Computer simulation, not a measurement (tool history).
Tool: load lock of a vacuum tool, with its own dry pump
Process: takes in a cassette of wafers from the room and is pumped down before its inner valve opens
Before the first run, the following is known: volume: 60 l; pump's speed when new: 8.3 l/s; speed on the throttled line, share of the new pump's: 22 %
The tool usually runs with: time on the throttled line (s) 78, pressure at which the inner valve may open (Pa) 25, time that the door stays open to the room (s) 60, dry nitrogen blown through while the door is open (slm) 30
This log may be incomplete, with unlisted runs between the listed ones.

run	hour	time on the throttled line (s)	pressure at which the inner valve may open (Pa)	time that the door stays open to the room (s)	dry nitrogen blown through while the door is open (slm)	incoming humidity of the room's air, %	time from the closed door until the inner valve may open (s)	rise of the pressure with all valves shut (Pa/min)
1	0	78	25	60	30	43.7	123.4	0.016
2	186.9	78	25	60	30	47.2	123.1	0.025
3	361.2	78	25	60	30	44.1	123.5	0.02
4	495.9	78	25	60	30	47.3	122.6	0.024
5	640.7	78	25	60	9	46.5	123.5	0.033
6	814.2	78	25	60	9	49.1	123.7	0.035
7	953.7	78	25	60	30	46.4	123.7	0.021
8	1128.8	78	25	60	30	44.6	124.7	0.023
9	1222	78	25	60	30	45.1	123.9	0.024
10	1385.2	78	25	60	30	43.4	122.5	0.025
11	1494.8	78	25	60	30	44.8	123.2	0.025
12	1662	78	25	60	30	44.5	124.2	0.025
13	1751.2	78	32	60	30	46.1	121.7	0.026
14	1894.3	78	32	60	30	46.5	121.1	0.024
15	1986.1	78	25	60	30	43.3	124.8	0.025
16	2188.8	78	25	46	30	45.8	123.9	0.025
17	2377	78	25	46	30	44.1	124.2	0.022
18	2485.2	78	25	46	30	45.6	125.2	0.026
19	2630.1	78	25	46	30	49.3	124.2	0.024
20	2776.3	83	25	46	6	40.8	128.7	0.036
21	2929.4	83	29	46	44	45.9	126.8	0.029
22	3133	78	25	60	9	47	125.1	0.038
23	3237.9	78	25	60	6	42.8	125.5	0.035
24	3411.6	78	25	60	6	45.4	124.6	0.043
25	3593.9	78	38	60	30	45.3	121.9	0.03

Predict the results of run 26:
26	3707.7	137	41	60	30	45.9	?	?

time from the closed door until the inner valve may open (s): 165.5
rise of the pressure with all valves shut (Pa/min): 0.028
Minus the tool's unlogged condition, the same run would have read time from the closed door until the inner valve may open (s) 163, rise of the pressure with all valves shut (Pa/min) 0.009.
